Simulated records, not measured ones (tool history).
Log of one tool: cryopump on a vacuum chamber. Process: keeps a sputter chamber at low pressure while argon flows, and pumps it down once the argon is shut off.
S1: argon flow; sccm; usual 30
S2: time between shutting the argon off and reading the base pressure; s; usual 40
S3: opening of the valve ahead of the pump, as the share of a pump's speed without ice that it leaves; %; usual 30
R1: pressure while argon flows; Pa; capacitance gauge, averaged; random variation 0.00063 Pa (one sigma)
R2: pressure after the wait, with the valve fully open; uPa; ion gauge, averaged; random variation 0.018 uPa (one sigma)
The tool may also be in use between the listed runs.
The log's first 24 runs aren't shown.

run	hour	S1	S2	S3	R1	R2
25	2036.8	24	61	28	0.0841	1.29
26	2132.4	30	28	37	0.0813	2.59
27	2209.2	26	77	24	0.1082	1.11
28	2287.2	17	131	46	0.0378	0.77
29	2364.8	37	62	30	0.1247	1.33
30	2416.0	37	62	30	0.1252	1.32
31	2492.6	37	62	30	0.1271	1.34
32	2584.0	14	62	15	0.0944	1.30
33	2665.4	12	48	15	0.0796	1.64

3 ways to go on from here, each from the tool as it stands after run 33. What would each give?
A	2724.3	30	40	36	?	?
B	2724.3	16	51	34	?	?
C	2724.3	12	48	55	?	?

run	R1	R2
A	0.0886	1.98
B	0.0497	1.57
C	0.0236	1.67
Without the tool's hidden state the same runs would have given:
run	R1	R2
A	0.0812	1.84
B	0.0458	1.43
C	0.0207	1.53
